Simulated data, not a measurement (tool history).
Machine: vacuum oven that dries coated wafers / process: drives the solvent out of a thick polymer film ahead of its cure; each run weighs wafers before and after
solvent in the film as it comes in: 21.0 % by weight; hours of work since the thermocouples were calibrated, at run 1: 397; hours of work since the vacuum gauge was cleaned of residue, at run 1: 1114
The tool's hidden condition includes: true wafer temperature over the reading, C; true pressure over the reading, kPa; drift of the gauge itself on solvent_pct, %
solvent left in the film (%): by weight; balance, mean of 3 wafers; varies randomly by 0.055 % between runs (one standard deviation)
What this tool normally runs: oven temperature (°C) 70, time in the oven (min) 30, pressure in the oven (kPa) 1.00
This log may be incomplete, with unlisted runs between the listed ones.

run	hour	oven temperature (°C)	time in the oven (min)	pressure in the oven (kPa)	hours of work since the thermocouples were calibrated	hours of work since the vacuum gauge was cleaned of residue	solvent left in the film (%)
1	0.0	70	30	1.00	397	1114	4.99
2	33.0	70	30	1.00	421	1138	5.02
3	95.0	70	30	1.00	466	1183	4.91
4	132.3	70	30	1.00	493	1210	4.87
5	172.4	70	30	1.00	522	1239	4.80
6	201.4	70	30	1.00	543	1260	4.78
7	232.4	70	44	1.00	565	1282	2.91
8	272.6	70	44	1.00	594	1311	2.89
9	300.6	70	25	1.00	615	1331	5.79
10	348.4	70	25	1.00	649	1366	5.84
11	402.5	70	25	1.00	688	1405	5.93
12	440.5	70	28	1.00	716	1433	5.13
13	501.4	70	28	1.00	760	1477	5.11
14	541.6	70	30	1.00	789	1506	4.69
15	579.6	70	30	1.00	816	1533	4.56
16	607.2	70	30	1.00	836	1553	4.72
17	654.0	70	30	1.00	870	1587	4.67
18	704.7	62	30	1.00	907	1624	7.81
# hour 715.7: oven's thermocouples calibrated
19	769.1	62	30	1.00	39	1669	8.95
20	830.3	62	30	1.00	83	1713	8.76
21	871.1	62	30	1.00	112	1742	8.82
22	919.4	70	30	2.08	147	1777	6.04
23	951.9	70	30	2.08	171	1801	6.16
24	1000.1	70	30	2.08	205	1836	6.07
25	1039.1	70	30	2.08	234	1864	6.12
26	1076.8	70	30	0.61	261	1891	5.29
27	1130.4	70	30	0.61	300	1930	5.24
28	1179.7	70	30	0.61	335	1965	5.23
29	1205.4	72	25	2.36	354	1984	6.42
30	1235.8	72	20	2.94	376	2006	7.87
31	1285.5	72	47	0.98	412	2042	2.55
32	1331.9	69	35	2.04	445	2075	5.52
# hour 1380.2: vacuum gauge cleaned of residue and calibrated
33	1390.7	83	30	3.27	487	8	2.27
34	1423.7	73	30	0.62	510	31	3.79
35	1461.1	73	30	1.26	537	58	4.03
36	1522.8	60	24	2.26	582	103	10.91
37	1581.9	60	24	2.26	625	146	10.99
38	1641.9	62	37	2.93	668	189	8.27
39	1681.6	62	37	2.93	697	218	8.16
40	1713.9	62	37	2.93	720	241	8.17
41	1743.5	60	38	1.00	742	262	7.44
42	1795.9	60	38	1.00	779	300	7.49
43	1836.4	83	44	3.03	809	330	1.38
44	1862.8	83	44	0.78	828	349	0.51
45	1911.9	82	45	0.80	863	384	0.61
46	1939.9	59	49	0.80	883	404	6.20

Alternative continuations, all from the tool just after run 46; predict every row:
A	1971.0	59	49	0.98	906	427	?
B	1971.0	72	17	1.00	906	427	?
C	1971.0	64	49	3.15	906	427	?

run	solvent left in the film (%)
A	6.28
B	7.48
C	5.84
Without the tool's unlogged condition, the same runs would have read:
run	solvent left in the film (%)
A	6.88
B	8.05
C	6.44
